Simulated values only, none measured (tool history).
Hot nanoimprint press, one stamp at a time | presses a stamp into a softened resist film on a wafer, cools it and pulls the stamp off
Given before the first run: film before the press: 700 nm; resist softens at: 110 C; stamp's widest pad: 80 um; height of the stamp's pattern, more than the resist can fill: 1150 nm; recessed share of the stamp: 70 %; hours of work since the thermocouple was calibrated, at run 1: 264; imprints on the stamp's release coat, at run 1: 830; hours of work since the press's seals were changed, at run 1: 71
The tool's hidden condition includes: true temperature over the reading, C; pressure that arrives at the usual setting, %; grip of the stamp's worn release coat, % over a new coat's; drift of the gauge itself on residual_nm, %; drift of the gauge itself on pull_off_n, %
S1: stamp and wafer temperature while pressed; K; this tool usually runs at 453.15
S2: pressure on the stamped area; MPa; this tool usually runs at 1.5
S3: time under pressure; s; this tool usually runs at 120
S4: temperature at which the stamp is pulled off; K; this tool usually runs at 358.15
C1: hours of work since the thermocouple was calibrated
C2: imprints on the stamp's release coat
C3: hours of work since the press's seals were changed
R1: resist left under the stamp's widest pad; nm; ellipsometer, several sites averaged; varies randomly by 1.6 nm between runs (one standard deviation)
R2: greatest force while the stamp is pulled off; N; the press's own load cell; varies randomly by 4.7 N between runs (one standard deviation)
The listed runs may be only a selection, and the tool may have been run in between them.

run   hour      S1    S2   S3      S4   C1   C2   C3     R1   R2
  1      0  453.15   1.5  120  358.15  264  830   71  239.6  297
  2   20.9  453.15   1.5  120  358.15  273  872   80  239.9  291
  3   44.2  449.15   1.5  120  358.15  283  918   90    275  305
      68.5  -- stamp cleaned and given a new release coat
  4     86  453.15   1.5  120  358.15  298   35  105  235.2  226
  5  115.4  453.15   1.5  120  358.15  310   93  118  236.4  232
  6    137  453.15   1.5  120  358.15  320  137  127  233.8  240
  7  167.1  453.15   1.5  209  358.15  333  196  140  182.7  226
  8  196.2  453.15   1.5  120  358.15  345  254  152  234.6  251
  9  214.2  453.15   1.5  120  358.15  353  290  160  233.2  238
 10  232.1  453.15   1.5   95  358.15  360  326  167  259.5  257
 11    263  453.15   1.5  120  358.15  373  387  181  234.8  245
 12  288.8  453.15  1.74  120  358.15  384  438  192  218.6  246
 13  310.2  453.15  1.74  120  358.15  394  481  201  215.5  261
 14  340.3  453.15  1.74  120  354.15  406  541  214  219.4  285
 15  357.5  453.15  1.74  120  354.15  414  575  221  218.4  300
 16  384.1  448.15   1.5  102  358.15  425  628  232    305  264
 17  413.2  448.15  1.72  180  358.15  438  686  245    224  275
 18  446.1  453.15   1.5  137  358.15  452  751  259  216.8  277
 19  466.7  452.15  1.02  157  358.15  460  792  268  255.2  287
     471.6  -- plate thermocouple calibrated
 20  488.4  452.15  1.02  157  358.15    7  829  275  243.2  273
 21  511.7  452.15  1.02  157  358.15   17  875  285    244  280
     549.4  -- plate thermocouple calibrated, once more
 22  551.7  443.15  1.02  150  355.15    1  949  301  395.8  324
       560  -- stamp cleaned and given a new release coat
 23  584.3  443.15   1.5  217  358.15   12   49  313    294  222
 24  621.2  443.15   1.5  217  358.15   28  122  328  292.2  238
 25  650.4  452.15   1.5  217  353.15   41  180  341  200.6  263
 26  665.7  464.15  2.34  120  358.15   47  211  347  131.4  248
 27  694.1  453.15  1.05  120  358.15   59  267  359  292.1  246
 28  710.5  455.15  1.05  101  358.15   66  300  366  288.5  255
 29  741.9  453.15  1.05  161  358.15   80  362  380  255.7  256

Alternative continuations, all from the tool just after run 29; predict every row:
  A   771  449.15  1.56  120  358.15  92  420  392   ?   ?
  B   771  454.15   1.5  120  358.15  92  420  392   ?   ?
  C   771  444.15  1.05  116  363.15  92  420  392   ?   ?
  D   771  441.15  1.38  161  358.15  92  420  392   ?   ?

run     R1   R2
  A  285.6  267
  B  238.8  260
  C  403.2  230
  D  369.7  253
The same runs, with their run-to-run variation unchanged, on a tool lacking any hidden condition would have given:
run     R1   R2
  A  289.9  235
  B  242.3  229
  C    409  203
  D  375.5  223
